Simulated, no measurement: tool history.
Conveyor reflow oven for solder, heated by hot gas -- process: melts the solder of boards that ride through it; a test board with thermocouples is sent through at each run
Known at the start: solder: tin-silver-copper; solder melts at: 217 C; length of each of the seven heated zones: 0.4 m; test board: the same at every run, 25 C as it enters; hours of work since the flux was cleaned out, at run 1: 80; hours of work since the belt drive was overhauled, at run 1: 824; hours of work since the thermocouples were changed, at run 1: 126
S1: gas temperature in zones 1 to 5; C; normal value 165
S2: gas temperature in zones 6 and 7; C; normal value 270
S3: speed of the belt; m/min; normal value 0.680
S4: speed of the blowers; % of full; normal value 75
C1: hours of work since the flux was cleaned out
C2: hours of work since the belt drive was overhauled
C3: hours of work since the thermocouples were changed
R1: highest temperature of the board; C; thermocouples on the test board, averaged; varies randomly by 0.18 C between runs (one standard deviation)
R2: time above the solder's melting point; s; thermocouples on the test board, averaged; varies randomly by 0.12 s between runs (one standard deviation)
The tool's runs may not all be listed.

run	day	S1	S2	S3	S4	C1	C2	C3	R1	R2
1	0.000	165	270	0.680	75	80	824	126	256.6	54.1
2	1.496	165	270	0.680	75	99	843	145	256.4	54.2
3	3.329	156	270	0.680	75	123	867	169	255.1	50.8
4	5.504	156	270	0.680	75	151	895	197	254.7	50.5
5	6.592	156	270	0.680	75	165	909	211	254.6	50.6
# day 8.258: flux residue cleaned out of gas plates and filters
6	8.729	156	270	0.680	75	6	934	236	255.0	51.3
7	10.508	165	275	0.680	75	29	957	259	261.2	56.6
8	13.017	165	275	0.680	75	61	990	291	260.5	56.5
9	14.479	165	270	0.703	75	80	1008	310	254.8	51.5
10	17.138	165	270	0.651	75	115	1043	344	257.2	57.1
11	19.562	165	270	0.680	75	146	1074	376	255.3	53.7
12	21.000	165	270	0.680	75	165	1093	394	255.4	53.7
# day 22.696: flux residue cleaned out of gas plates and filters
13	22.812	161	270	0.680	75	2	1113	415	255.7	52.8
14	24.204	165	270	0.680	60	19	1131	433	252.0	50.2
15	25.892	165	270	0.680	75	41	1153	455	255.9	54.2
16	28.371	165	270	0.680	75	73	1185	487	255.4	53.8
17	29.575	166	265	0.738	79	89	1201	502	249.7	46.0
18	31.342	152	275	0.817	56	112	1224	525	242.8	31.4

Predict the results of run 19:
19	33.004	152	275	0.817	56	133	1245	547	?	?

R1: 243.0 C
R2: 31.3 s
With no hidden state in the tool, this same run would have given R1 245.0 C, R2 32.5 s.
